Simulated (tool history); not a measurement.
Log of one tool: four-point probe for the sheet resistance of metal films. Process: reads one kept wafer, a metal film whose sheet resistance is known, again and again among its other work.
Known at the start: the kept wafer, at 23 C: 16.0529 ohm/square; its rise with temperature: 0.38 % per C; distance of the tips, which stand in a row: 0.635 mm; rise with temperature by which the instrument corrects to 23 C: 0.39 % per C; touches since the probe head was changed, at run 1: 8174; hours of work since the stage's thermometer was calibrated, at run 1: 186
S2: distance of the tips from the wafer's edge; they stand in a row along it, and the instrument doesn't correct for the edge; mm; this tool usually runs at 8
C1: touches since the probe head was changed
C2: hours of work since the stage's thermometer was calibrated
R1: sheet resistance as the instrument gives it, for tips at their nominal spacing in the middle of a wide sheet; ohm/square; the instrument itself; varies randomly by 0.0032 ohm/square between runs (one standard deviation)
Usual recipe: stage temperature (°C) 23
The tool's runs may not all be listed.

run 1 hour=0.0 | stage_temperature_(°C)=23 S2=8 | C1=8174 C2=186 | R1=16.102067
run 2 hour=8.8 | stage_temperature_(°C)=23 S2=34 | C1=8330 C2=192 | R1=16.058182
run 3 hour=18.6 | stage_temperature_(°C)=23 S2=8 | C1=8501 C2=200 | R1=16.109560
run 4 hour=29.6 | stage_temperature_(°C)=23 S2=8 | C1=8696 C2=208 | R1=16.107581
run 5 hour=39.8 | stage_temperature_(°C)=23 S2=8 | C1=8875 C2=216 | R1=16.110434
run 6 hour=48.1 | stage_temperature_(°C)=23 S2=8 | C1=9021 C2=222 | R1=16.109791
run 7 hour=57.8 | stage_temperature_(°C)=23 S2=8 | C1=9192 C2=230 | R1=16.105913
run 8 hour=68.5 | stage_temperature_(°C)=19 S2=8 | C1=9380 C2=238 | R1=16.116179
run 9 hour=80.8 | stage_temperature_(°C)=19 S2=8 | C1=9597 C2=247 | R1=16.109686
run 10 hour=92.3 | stage_temperature_(°C)=19 S2=8 | C1=9800 C2=256 | R1=16.111181
run 11 hour=104.6 | stage_temperature_(°C)=19 S2=8 | C1=10018 C2=265 | R1=16.113147
run 12 hour=111.8 | stage_temperature_(°C)=19 S2=8 | C1=10144 C2=271 | R1=16.115257
run 13 hour=126.3 | stage_temperature_(°C)=21 S2=3 | C1=10400 C2=282 | R1=16.435168
run 14 hour=134.9 | stage_temperature_(°C)=27 S2=15 | C1=10551 C2=288 | R1=16.056440
run 15 hour=141.5 | stage_temperature_(°C)=34 S2=30 | C1=10667 C2=293 | R1=16.035132
-- hour=143.2 stage's thermometer calibrated
run 16 hour=155.0 | stage_temperature_(°C)=34 S2=30 | C1=10896 C2=9 | R1=16.041523

What will run 17 give?
run 17 hour=168.9 | stage_temperature_(°C)=20 S2=27 | C1=11140 C2=20 | R1=?

{"run 17": {"R1": 16.061675}}
Take away the tool's hidden state, keep the run-to-run variation as it was, and the same run would have given R1 16.061719 ohm/square.
